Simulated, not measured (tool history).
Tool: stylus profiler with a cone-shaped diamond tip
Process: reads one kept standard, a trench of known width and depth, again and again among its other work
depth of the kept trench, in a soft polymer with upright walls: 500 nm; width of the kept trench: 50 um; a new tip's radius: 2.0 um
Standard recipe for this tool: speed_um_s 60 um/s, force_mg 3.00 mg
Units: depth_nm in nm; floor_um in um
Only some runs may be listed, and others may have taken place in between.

run      day  speed_um_s  force_mg  depth_nm  floor_um
  1    0.000          60      3.00    503.47     46.54
  2    4.392          60      3.00    503.27     46.50
  3    8.529          60      3.00    503.42     46.42
  4   12.096          60      3.00    503.32     46.39
  5   17.467          60      3.00    503.10     46.30
  6   21.417          60      3.00    502.90     46.26
  7   26.796          60      3.00    502.95     46.20
  8   31.742          60      3.00    502.50     46.15
  9   34.579          60      3.00    502.58     46.10
 10   39.946          60      3.00    502.67     46.00
 11   43.188          60      3.00    502.35     45.99
 12   48.612          60      3.00    502.33     45.96
 13   53.154          60      3.00    502.16     45.91
 14   57.458          60      2.54    501.55     45.77
 15   62.479          60      2.54    501.47     45.75
 16   66.183          60      2.54    501.14     45.69
 17   69.554          60      2.54    500.97     45.73
 18   72.904          27      2.54    501.03     45.81
 19   77.671          62      1.31    499.69     45.48
      79.329  -- new tip fitted, height scale calibrated
 20   83.421         204      1.87    503.36     46.09
 21   86.175         222      3.00    504.73     46.23
 22   89.988          60      1.69    503.09     46.81
 23   92.571          60      1.69    502.81     46.76
 24   98.254         154      2.81    504.00     46.36
 25  102.025          87      1.56    502.49     46.43
 26  106.008          46      1.67    502.43     46.70
 27  110.742          46      1.67    502.27     46.56
 28  115.975          60      8.54    508.40     46.64
 29  121.408          34      1.01    501.44     46.43
 30  126.050          24      4.43    504.80     46.59
 31  130.117          30      3.15    503.54     46.45
 32  134.146          65      1.79    501.94     46.16
 33  139.688          65      1.79    501.63     46.11
 34  142.212          59      1.64    501.55     46.15
 35  147.338          41      4.46    503.92     46.22
 36  150.462          41      4.46    504.40     46.21

Below are 3 alternative next runs, each starting from the tool's condition after run 36. Predict each:
  A  154.692          81      6.13         ?         ?
  B  154.692          99      1.03         ?         ?
  C  154.692         169      1.24         ?         ?

run  depth_nm  floor_um
  A    505.54     46.07
  B    500.41     45.61
  C    500.76     45.11
With the hidden condition removed and each run's random variation left untouched, the same runs would have given:
run  depth_nm  floor_um
  A    507.40     47.10
  B    502.25     46.65
  C    502.60     46.14
